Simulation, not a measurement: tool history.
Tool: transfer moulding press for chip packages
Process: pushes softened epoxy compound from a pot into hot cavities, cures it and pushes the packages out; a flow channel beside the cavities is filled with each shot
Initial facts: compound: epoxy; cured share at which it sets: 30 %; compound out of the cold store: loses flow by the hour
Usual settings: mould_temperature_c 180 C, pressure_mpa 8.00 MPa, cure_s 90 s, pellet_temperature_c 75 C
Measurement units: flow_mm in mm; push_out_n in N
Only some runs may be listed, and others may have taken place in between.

| run | hour | mould_temperature_c | pressure_mpa | cure_s | pellet_temperature_c | incoming compound's hours out of the cold store | flow_mm | push_out_n |
|---|---|---|---|---|---|---|---|---|
| 1 | 0.0 | 180 | 8.00 | 90 | 75 | 9.6 | 673 | 459 |
| 2 | 17.2 | 180 | 8.00 | 90 | 75 | 40.7 | 580 | 470 |
|  | 54.5 | plunger's sealing rings changed |
|  | 56.0 | cavities cleaned with cleaning compound and waxed |
| 3 | 58.8 | 180 | 8.00 | 90 | 75 | 45.3 | 584 | 275 |
| 4 | 75.3 | 180 | 8.00 | 90 | 75 | 12.5 | 680 | 410 |
| 5 | 105.2 | 180 | 8.00 | 90 | 75 | 18.2 | 661 | 485 |
| 6 | 131.4 | 180 | 8.00 | 90 | 75 | 24.6 | 638 | 491 |
|  | 142.7 | cavities cleaned with cleaning compound and waxed |
| 7 | 158.1 | 180 | 8.00 | 90 | 75 | 21.6 | 645 | 368 |
| 8 | 195.5 | 180 | 7.74 | 90 | 75 | 13.4 | 657 | 510 |
| 9 | 218.9 | 180 | 7.74 | 90 | 75 | 44.0 | 570 | 477 |
|  | 222.9 | mould's thermocouples calibrated |
|  | 230.3 | cavities cleaned with cleaning compound and waxed |
| 10 | 248.2 | 180 | 7.74 | 90 | 75 | 9.8 | 668 | 411 |
| 11 | 277.5 | 180 | 7.74 | 90 | 75 | 24.9 | 620 | 487 |
|  | 298.1 | mould's thermocouples calibrated, once more |
| 12 | 304.6 | 180 | 7.74 | 90 | 75 | 22.8 | 627 | 507 |
|  | 317.9 | cavities cleaned with cleaning compound and waxed |
| 13 | 325.5 | 180 | 8.00 | 90 | 75 | 20.0 | 643 | 341 |
| 14 | 356.5 | 180 | 8.00 | 90 | 75 | 10.6 | 670 | 487 |
|  | 379.8 | plunger's sealing rings changed |
| 15 | 395.7 | 180 | 6.09 | 90 | 75 | 47.0 | 504 | 478 |
|  | 407.4 | cavities cleaned with cleaning compound and waxed |
| 16 | 435.5 | 180 | 7.25 | 90 | 76 | 34.3 | 582 | 413 |
| 17 | 453.9 | 173 | 8.00 | 78 | 75 | 8.5 | 716 | 1137 |
| 18 | 490.0 | 184 | 6.22 | 90 | 85 | 21.5 | 559 | 407 |
|  | 495.0 | cavities cleaned with cleaning compound and waxed |
| 19 | 515.7 | 184 | 6.22 | 90 | 85 | 37.7 | 518 | 311 |
| 20 | 552.6 | 184 | 6.22 | 90 | 85 | 24.6 | 546 | 386 |
| 21 | 575.8 | 184 | 6.22 | 90 | 85 | 28.1 | 538 | 403 |
|  | 580.8 | cavities cleaned with cleaning compound and waxed |
| 22 | 612.6 | 180 | 8.00 | 78 | 75 | 40.6 | 584 | 594 |
| 23 | 647.4 | 180 | 8.00 | 78 | 75 | 44.5 | 572 | 649 |

What will run 24 give?
|  | 666.9 | cavities cleaned with cleaning compound and waxed |
| 24 | 678.5 | 180 | 6.82 | 97 | 75 | 26.5 | ? | ? |

flow_mm: 573 mm
push_out_n: 286 N
Minus the tool's unlogged condition, the same run would have read flow_mm 589 mm, push_out_n 206 N.
